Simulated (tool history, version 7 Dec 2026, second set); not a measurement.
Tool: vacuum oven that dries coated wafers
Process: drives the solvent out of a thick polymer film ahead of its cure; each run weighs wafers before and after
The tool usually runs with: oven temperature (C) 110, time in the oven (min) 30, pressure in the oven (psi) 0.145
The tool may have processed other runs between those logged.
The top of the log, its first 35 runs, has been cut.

Run 36, hour 537.1: usual settings but oven temperature (C) 119, time in the oven (min) 28, pressure in the oven (psi) 0.278. Result: solvent left in the film (%) 1.38.
Run 37, hour 557.8: usual settings but oven temperature (C) 119, time in the oven (min) 28, pressure in the oven (psi) 0.278. Result: solvent left in the film (%) 1.39.
Run 38, hour 580.1: usual settings but oven temperature (C) 120, time in the oven (min) 52, pressure in the oven (psi) 0.274. Result: solvent left in the film (%) 0.72.
Run 39, hour 589.9: usual settings but oven temperature (C) 120, time in the oven (min) 52, pressure in the oven (psi) 0.274. Result: solvent left in the film (%) 0.76.
Run 40, hour 603.5: usual settings but oven temperature (C) 121, time in the oven (min) 40, pressure in the oven (psi) 0.087. Result: solvent left in the film (%) 0.37.
Run 41, hour 613.6: usual settings but oven temperature (C) 121, time in the oven (min) 40, pressure in the oven (psi) 0.087. Result: solvent left in the film (%) 0.38.
Run 42, hour 633.3: usual settings but oven temperature (C) 116. Result: solvent left in the film (%) 1.19.
Run 43, hour 642.3: usual settings but oven temperature (C) 104. Result: solvent left in the film (%) 2.66.
Run 44, hour 662.8: usual settings but oven temperature (C) 104. Result: solvent left in the film (%) 2.63.
Run 45, hour 677.9: usual settings but oven temperature (C) 104. Result: solvent left in the film (%) 2.59.
Run 46, hour 688: usual settings but oven temperature (C) 104, time in the oven (min) 16, pressure in the oven (psi) 0.212. Result: solvent left in the film (%) 5.68.

Here are 5 independent what-if runs from the current tool condition. What would each one return?
Run A, hour 705.9: usual settings but oven temperature (C) 104, time in the oven (min) 21, pressure in the oven (psi) 0.292. Result: solvent left in the film (%) ?.
Run B, hour 705.9: usual settings but oven temperature (C) 124, pressure in the oven (psi) 0.258. Result: solvent left in the film (%) ?.
Run C, hour 705.9: usual settings but oven temperature (C) 104, time in the oven (min) 26, pressure in the oven (psi) 0.212. Result: solvent left in the film (%) ?.
Run D, hour 705.9: usual settings but oven temperature (C) 124, time in the oven (min) 26, pressure in the oven (psi) 0.187. Result: solvent left in the film (%) ?.
Run E, hour 705.9: usual settings but oven temperature (C) 117, time in the oven (min) 16, pressure in the oven (psi) 0.212. Result: solvent left in the film (%) ?.

run  solvent left in the film (%)
  A                          4.63
  B                          0.85
  C                          3.38
  D                          0.92
  E                          3.29
The same runs, with their run-to-run variation unchanged, on a tool lacking any hidden condition would have given:
run  solvent left in the film (%)
  A                          4.66
  B                          0.84
  C                          3.39
  D                          0.91
  E                          3.32
